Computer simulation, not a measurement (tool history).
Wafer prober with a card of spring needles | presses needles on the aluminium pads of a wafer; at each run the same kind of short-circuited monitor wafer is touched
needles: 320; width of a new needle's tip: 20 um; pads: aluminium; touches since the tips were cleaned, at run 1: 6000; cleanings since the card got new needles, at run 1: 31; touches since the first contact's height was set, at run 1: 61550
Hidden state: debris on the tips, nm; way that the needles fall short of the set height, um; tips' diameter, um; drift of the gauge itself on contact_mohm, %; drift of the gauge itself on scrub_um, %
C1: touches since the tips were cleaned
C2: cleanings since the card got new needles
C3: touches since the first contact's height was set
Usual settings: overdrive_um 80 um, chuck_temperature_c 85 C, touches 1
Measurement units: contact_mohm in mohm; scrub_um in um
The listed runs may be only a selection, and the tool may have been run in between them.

Run 1, day 0.000: usual settings; C1 6000; C2 31; C3 61550. Result: contact_mohm 251 mohm, scrub_um 17.13 um.
At day 0.312: tips cleaned on abrasive film.
Run 2, day 0.912: usual settings; C1 6298; C2 32; C3 71095. Result: contact_mohm 248 mohm, scrub_um 17.13 um.
At day 1.146: tips cleaned on abrasive film.
Run 3, day 1.842: usual settings; C1 7282; C2 33; C3 80783. Result: contact_mohm 252 mohm, scrub_um 17.11 um.
At day 2.096: tips cleaned on abrasive film.
At day 2.946: tips cleaned on abrasive film.
Run 4, day 2.946: usual settings; C1 0; C2 35; C3 92275. Result: contact_mohm 161 mohm, scrub_um 17.10 um.
At day 3.804: tips cleaned on abrasive film.
Run 5, day 4.092: usual settings; C1 2987; C2 36; C3 104229. Result: contact_mohm 225 mohm, scrub_um 17.10 um.
At day 4.662: tips cleaned on abrasive film.
Run 6, day 5.121: usual settings; C1 4811; C2 37; C3 115007. Result: contact_mohm 245 mohm, scrub_um 17.08 um.
At day 5.550: tips cleaned on abrasive film.
At day 6.417: tips cleaned on abrasive film.
Run 7, day 6.488: usual settings; C1 761; C2 39; C3 129268. Result: contact_mohm 190 mohm, scrub_um 17.03 um.
At day 6.579: height of the first contact set anew.
At day 7.338: tips cleaned on abrasive film.
Run 8, day 8.004: usual settings; C1 7004; C2 40; C3 14899. Result: contact_mohm 252 mohm, scrub_um 17.19 um.
At day 8.158: tips cleaned on abrasive film.
At day 8.996: tips cleaned on abrasive film.
Run 9, day 9.033: usual settings; C1 388; C2 42; C3 25607. Result: contact_mohm 175 mohm, scrub_um 17.19 um.
At day 9.838: tips cleaned on abrasive film.
Run 10, day 10.162: usual settings; C1 3372; C2 43; C3 37390. Result: contact_mohm 232 mohm, scrub_um 17.17 um.
At day 10.667: tips cleaned on abrasive film.
Run 11, day 11.075: usual settings; C1 4287; C2 44; C3 46954. Result: contact_mohm 241 mohm, scrub_um 17.15 um.
At day 11.575: tips cleaned on abrasive film.
Run 12, day 12.167: usual settings; C1 6214; C2 45; C3 58341. Result: contact_mohm 249 mohm, scrub_um 17.16 um.
At day 12.458: tips cleaned on abrasive film.
Run 13, day 13.071: usual settings but overdrive_um 83 um, chuck_temperature_c 108 C, touches 2; C1 6420; C2 46; C3 67764. Result: contact_mohm 211 mohm, scrub_um 17.80 um.
At day 13.383: tips cleaned on abrasive film.
Run 14, day 13.783: usual settings but overdrive_um 83 um, chuck_temperature_c 108 C, touches 2; C1 4202; C2 47; C3 75201. Result: contact_mohm 202 mohm, scrub_um 17.78 um.
At day 14.212: tips cleaned on abrasive film.
At day 15.092: tips cleaned on abrasive film.
Run 15, day 15.092: usual settings but overdrive_um 83 um, chuck_temperature_c 108 C, touches 2; C1 0; C2 49; C3 88853. Result: contact_mohm 170 mohm, scrub_um 17.74 um.
At day 15.929: tips cleaned on abrasive film.
Run 16, day 16.571: usual settings but overdrive_um 83 um, chuck_temperature_c 108 C, touches 2; C1 6753; C2 50; C3 104332. Result: contact_mohm 210 mohm, scrub_um 17.75 um.
At day 16.821: tips cleaned on abrasive film.
At day 17.712: tips cleaned on abrasive film.
Run 17, day 17.712: usual settings but overdrive_um 83 um, chuck_temperature_c 68 C, touches 2; C1 0; C2 52; C3 116203. Result: contact_mohm 160 mohm, scrub_um 17.72 um.
Run 18, day 18.512: usual settings but overdrive_um 86 um, chuck_temperature_c 100 C, touches 3; C1 8379; C2 52; C3 124582. Result: contact_mohm 187 mohm, scrub_um 18.37 um.
At day 18.617: tips cleaned on abrasive film.
At day 19.088: height of the first contact set anew.
At day 19.521: tips cleaned on abrasive film.
Run 19, day 19.875: usual settings but overdrive_um 99 um, chuck_temperature_c 79 C; C1 3702; C2 54; C3 8195. Result: contact_mohm 209 mohm, scrub_um 21.31 um.
At day 20.462: tips cleaned on abrasive film.
Run 20, day 21.088: usual settings but overdrive_um 99 um, chuck_temperature_c 79 C; C1 6531; C2 55; C3 20873. Result: contact_mohm 216 mohm, scrub_um 21.27 um.
At day 21.412: tips cleaned on abrasive film.
Run 21, day 21.933: usual settings but overdrive_um 95 um, chuck_temperature_c 79 C; C1 5468; C2 56; C3 29694. Result: contact_mohm 225 mohm, scrub_um 20.40 um.
At day 22.296: tips cleaned on abrasive film.
Run 22, day 22.633: usual settings but overdrive_um 92 um, chuck_temperature_c 57 C; C1 3540; C2 57; C3 37005. Result: contact_mohm 214 mohm, scrub_um 19.73 um.

A few steps of contact_mohm between consecutive runs. Split each: what settings, incoming material and random variation would produce without the hidden state, and what is left over for the hidden state, along with gauge scatter present in only one of the two compared results (measured, and without hidden state):
Run 3 -> 4: tips cleaned on abrasive film, tips cleaned on abrasive film. contact_mohm -91 mohm: hidden state -91, all else +0.
Run 8 -> 9: tips cleaned on abrasive film, tips cleaned on abrasive film. contact_mohm -77 mohm: hidden state -76, all else -1.

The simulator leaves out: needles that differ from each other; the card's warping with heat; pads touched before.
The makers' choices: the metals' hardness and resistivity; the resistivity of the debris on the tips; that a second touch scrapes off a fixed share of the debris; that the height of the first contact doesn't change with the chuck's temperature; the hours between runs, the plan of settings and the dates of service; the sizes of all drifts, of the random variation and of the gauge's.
